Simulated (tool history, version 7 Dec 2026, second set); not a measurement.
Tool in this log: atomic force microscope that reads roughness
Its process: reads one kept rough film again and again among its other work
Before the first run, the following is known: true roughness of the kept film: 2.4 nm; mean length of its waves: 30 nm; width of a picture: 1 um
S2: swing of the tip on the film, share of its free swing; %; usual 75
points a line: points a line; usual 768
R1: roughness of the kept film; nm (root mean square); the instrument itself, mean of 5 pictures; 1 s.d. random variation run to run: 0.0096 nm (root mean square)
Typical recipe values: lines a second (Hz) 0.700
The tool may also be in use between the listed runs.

run 1 hour=0.0 | lines_a_second_(Hz)=0.700 S2=75 points_a_line=768 | R1=2.183
run 2 hour=40.8 | lines_a_second_(Hz)=0.700 S2=75 points_a_line=768 | R1=2.101
run 3 hour=100.2 | lines_a_second_(Hz)=0.700 S2=75 points_a_line=768 | R1=2.002
-- hour=126.5 new tip fitted
run 4 hour=143.5 | lines_a_second_(Hz)=0.700 S2=75 points_a_line=768 | R1=2.140
run 5 hour=217.9 | lines_a_second_(Hz)=0.700 S2=75 points_a_line=768 | R1=2.006
-- hour=253.3 new tip fitted
run 6 hour=291.2 | lines_a_second_(Hz)=0.700 S2=75 points_a_line=768 | R1=2.108
run 7 hour=341.5 | lines_a_second_(Hz)=2.773 S2=75 points_a_line=768 | R1=1.765
run 8 hour=375.8 | lines_a_second_(Hz)=2.773 S2=75 points_a_line=768 | R1=1.719
-- hour=382.6 new tip fitted
run 9 hour=421.6 | lines_a_second_(Hz)=2.773 S2=75 points_a_line=768 | R1=1.869
run 10 hour=490.8 | lines_a_second_(Hz)=0.551 S2=63 points_a_line=503 | R1=2.030
-- hour=508.1 new tip fitted
run 11 hour=538.0 | lines_a_second_(Hz)=1.775 S2=61 points_a_line=302 | R1=2.114
run 12 hour=608.9 | lines_a_second_(Hz)=0.764 S2=75 points_a_line=455 | R1=1.991
-- hour=634.7 new tip fitted
run 13 hour=665.7 | lines_a_second_(Hz)=0.652 S2=59 points_a_line=768 | R1=2.190

What if the next run were any one of these 3? Each begins from the tool's condition after run 13:
run A hour=737.5 | lines_a_second_(Hz)=1.026 S2=76 points_a_line=670 | R1=?
run B hour=737.5 | lines_a_second_(Hz)=1.462 S2=61 points_a_line=768 | R1=?
run C hour=737.5 | lines_a_second_(Hz)=2.581 S2=68 points_a_line=441 | R1=?

run=A R1=1.928
run=B R1=1.987
run=C R1=1.843
Had the tool no hidden state, the same runs would have come out as:
run=A R1=2.113
run=B R1=2.177
run=C R1=2.019
